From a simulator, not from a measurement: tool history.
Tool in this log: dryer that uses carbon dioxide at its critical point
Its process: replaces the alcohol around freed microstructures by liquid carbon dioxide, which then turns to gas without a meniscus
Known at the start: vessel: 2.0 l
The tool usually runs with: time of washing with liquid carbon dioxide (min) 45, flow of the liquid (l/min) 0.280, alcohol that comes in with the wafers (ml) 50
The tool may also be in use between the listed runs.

| run | hour | time of washing with liquid carbon dioxide (min) | flow of the liquid (l/min) | alcohol that comes in with the wafers (ml) | alcohol left in the vessel before it's heated (ppm by volume) |
|---|---|---|---|---|---|
| 1 | 0.0 | 45 | 0.280 | 50 | 181 |
| 2 | 30.4 | 45 | 0.280 | 52 | 183 |
| 3 | 53.4 | 45 | 0.280 | 50 | 191 |
|  | 61.3 | inlet filter changed |
| 4 | 70.7 | 29 | 0.280 | 50 | 516 |
| 5 | 90.8 | 29 | 0.280 | 50 | 547 |
| 6 | 123.5 | 29 | 0.355 | 50 | 243 |
| 7 | 139.5 | 29 | 0.355 | 50 | 247 |
| 8 | 163.3 | 29 | 0.355 | 50 | 245 |
| 9 | 185.7 | 29 | 0.355 | 50 | 255 |
| 10 | 208.7 | 29 | 0.355 | 50 | 269 |
| 11 | 243.4 | 29 | 0.355 | 50 | 269 |
| 12 | 272.0 | 29 | 0.355 | 50 | 278 |
| 13 | 290.1 | 45 | 0.280 | 50 | 159 |
| 14 | 321.0 | 45 | 0.280 | 50 | 163 |
| 15 | 353.8 | 45 | 0.280 | 50 | 159 |
| 16 | 382.8 | 48 | 0.280 | 61 | 160 |
| 17 | 409.1 | 51 | 0.471 | 50 | 81 |
| 18 | 437.6 | 71 | 0.264 | 50 | 91 |
| 19 | 466.6 | 41 | 0.213 | 26 | 358 |
| 20 | 498.5 | 41 | 0.379 | 22 | 104 |
| 21 | 531.6 | 29 | 0.230 | 93 | 2566 |
| 22 | 552.7 | 49 | 0.181 | 42 | 525 |
| 23 | 580.8 | 49 | 0.272 | 42 | 168 |
| 24 | 615.4 | 39 | 0.303 | 84 | 342 |
| 25 | 645.8 | 39 | 0.303 | 84 | 359 |
| 26 | 667.4 | 41 | 0.284 | 50 | 276 |

Here are 5 independent what-if runs from the current tool condition. What would each one return?
| A | 691.6 | 41 | 0.284 | 29 | ? |
| B | 691.6 | 45 | 0.372 | 50 | ? |
| C | 691.6 | 31 | 0.198 | 50 | ? |
| D | 691.6 | 42 | 0.256 | 37 | ? |
| E | 691.6 | 41 | 0.284 | 37 | ? |

| run | alcohol left in the vessel before it's heated (ppm by volume) |
|---|---|
| A | 216 |
| B | 128 |
| C | 1946 |
| D | 301 |
| E | 238 |
Without the tool's unlogged condition, the same runs would have read:
| run | alcohol left in the vessel before it's heated (ppm by volume) |
|---|---|
| A | 60 |
| B | 19 |
| C | 1206 |
| D | 98 |
| E | 67 |

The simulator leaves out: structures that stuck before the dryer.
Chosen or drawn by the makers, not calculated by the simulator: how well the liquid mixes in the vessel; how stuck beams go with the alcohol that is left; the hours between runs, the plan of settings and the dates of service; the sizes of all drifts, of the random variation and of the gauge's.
